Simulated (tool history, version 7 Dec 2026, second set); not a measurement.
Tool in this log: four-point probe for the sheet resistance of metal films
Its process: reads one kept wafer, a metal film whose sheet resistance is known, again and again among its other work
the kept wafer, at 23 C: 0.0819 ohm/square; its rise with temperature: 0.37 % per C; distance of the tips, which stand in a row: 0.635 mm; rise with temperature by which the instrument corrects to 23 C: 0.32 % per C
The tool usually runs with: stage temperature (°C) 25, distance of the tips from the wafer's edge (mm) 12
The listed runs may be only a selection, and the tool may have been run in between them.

run   hour  stage temperature (°C)  distance of the tips from the wafer's edge (mm)  sheet resistance as the instrument gives it (ohm/square)
  1      0                      25                                               12                                                   0.08138
  2   12.7                      25                                               12                                                  0.081359
  3   24.2                      25                                               12                                                  0.081348
  4   41.3                      25                                               12                                                  0.081378
  5   49.9                      25                                               12                                                  0.081363
  6   58.5                      25                                               12                                                  0.081401
  7   70.9                      25                                               12                                                  0.081372
  8   88.2                      25                                               13                                                  0.081337
  9   98.5                      25                                               13                                                  0.081318
 10    109                      24                                               13                                                   0.08128
 11  124.3                      25                                               12                                                  0.081311
 12  137.9                      21                                               12                                                  0.081233
 13  148.7                      25                                               12                                                  0.081358
 14  164.3                      25                                               12                                                  0.081354
 15  173.5                      25                                               12                                                  0.081325
 16  186.9                      32                                               12                                                  0.081531
 17    203                      30                                               12                                                  0.081493
 18  216.3                      30                                               12                                                   0.08148
 19  225.6                      30                                               12                                                  0.081503
 20  239.6                      33                                               12                                                  0.081579
 21    248                      33                                               12                                                  0.081564
 22  263.7                      33                                               12                                                  0.081564
 23  275.4                      20                                               12                                                  0.081102
 24  285.3                      20                                               12                                                  0.081106
 25  294.4                      20                                               12                                                  0.081099
 26  305.5                      30                                               31                                                   0.08136
 27  319.3                      30                                               31                                                  0.081348
 28  332.2                      20                                               13                                                  0.081105
 29  340.2                      18                                               13                                                  0.080989
 30  349.9                      22                                               12                                                  0.081162
 31  363.5                      26                                                4                                                  0.082305
 32  377.5                      20                                               12                                                  0.081078
 33  389.7                      25                                               14                                                  0.081228
 34    399                      19                                               24                                                   0.08096
 35  411.5                      25                                                8                                                  0.081406
 36  421.1                      25                                               19                                                  0.081196
 37  435.1                      27                                               24                                                  0.081246
 38  450.8                      27                                               24                                                  0.081221
 39  467.5                      33                                               27                                                  0.081395
 40  479.4                      24                                                6                                                  0.081585
 41  492.6                      24                                               30                                                  0.081101
 42  504.1                      25                                               71                                                  0.081128
 43  514.3                      26                                                6                                                  0.081618
 44  522.9                      23                                               25                                                  0.081065

A few steps of sheet resistance as the instrument gives it (ohm/square) between consecutive runs. Split each: what settings, incoming material and random variation would produce without the hidden state, and what is left over for the hidden state, along with gauge scatter present in only one of the two compared results (measured, and without hidden state):
The tool's hidden condition here consists of: inner tips' distance over the nominal, %; tips' flats over new ones', %; wafer's true temperature over the reading, C; drift of the gauge itself on sheet_ohm, %.
Run 30 -> 31: stage temperature (°C) 22 -> 26, distance of the tips from the wafer's edge (mm) 12 -> 4. sheet resistance as the instrument gives it (ohm/square) +0.001143: hidden state -0.000016, all else +0.001159.
Run 31 -> 32: stage temperature (°C) 26 -> 20, distance of the tips from the wafer's edge (mm) 4 -> 12. sheet resistance as the instrument gives it (ohm/square) -0.001227: hidden state +0.000009, all else -0.001236.
Run 34 -> 35: stage temperature (°C) 19 -> 25, distance of the tips from the wafer's edge (mm) 24 -> 8. sheet resistance as the instrument gives it (ohm/square) +0.000446: hidden state -0.00001, all else +0.000456.
Run 43 -> 44: stage temperature (°C) 26 -> 23, distance of the tips from the wafer's edge (mm) 6 -> 25. sheet resistance as the instrument gives it (ohm/square) -0.000553: hidden state +0.000004, all else -0.000557.

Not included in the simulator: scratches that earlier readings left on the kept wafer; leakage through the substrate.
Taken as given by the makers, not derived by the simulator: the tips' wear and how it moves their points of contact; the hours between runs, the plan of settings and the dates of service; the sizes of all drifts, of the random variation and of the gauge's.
